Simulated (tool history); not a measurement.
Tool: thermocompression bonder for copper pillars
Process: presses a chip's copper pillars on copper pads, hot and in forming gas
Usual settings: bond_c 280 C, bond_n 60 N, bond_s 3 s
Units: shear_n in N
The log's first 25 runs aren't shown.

| run | hour | bond_c | bond_n | bond_s | shear_n |
|---|---|---|---|---|---|
| 26 | 226 | 257 | 68 | 4 | 56.8 |
| 27 | 237.1 | 257 | 56 | 7 | 56.5 |
| 28 | 249.6 | 257 | 56 | 7 | 59.2 |
| 29 | 255.9 | 253 | 42 | 9 | 48.4 |
| 30 | 266.5 | 280 | 60 | 5 | 76.9 |
| 31 | 278.4 | 280 | 60 | 5 | 76.2 |
| 32 | 287.6 | 280 | 60 | 5 | 74.7 |
| 33 | 297.5 | 281 | 60 | 2 | 58.2 |
| 34 | 308.4 | 281 | 60 | 2 | 55.8 |
| 35 | 317.5 | 270 | 41 | 2 | 34.6 |
| 36 | 326.2 | 305 | 78 | 8 | 106.8 |
| 37 | 332.4 | 305 | 78 | 8 | 108.6 |
| 38 | 339.9 | 305 | 44 | 5 | 83.2 |
| 39 | 348.5 | 305 | 44 | 5 | 81.2 |

3 ways to go on from here, each from the tool as it stands after run 39. What would each give?
| A | 359.9 | 265 | 44 | 3 | ? |
| B | 359.9 | 280 | 60 | 3 | ? |
| C | 359.9 | 291 | 60 | 5 | ? |

| run | shear_n |
|---|---|
| A | 39.2 |
| B | 65.8 |
| C | 82.7 |
Without the tool's hidden state the same runs would have given:
| run | shear_n |
|---|---|
| A | 41.4 |
| B | 69.2 |
| C | 86.7 |

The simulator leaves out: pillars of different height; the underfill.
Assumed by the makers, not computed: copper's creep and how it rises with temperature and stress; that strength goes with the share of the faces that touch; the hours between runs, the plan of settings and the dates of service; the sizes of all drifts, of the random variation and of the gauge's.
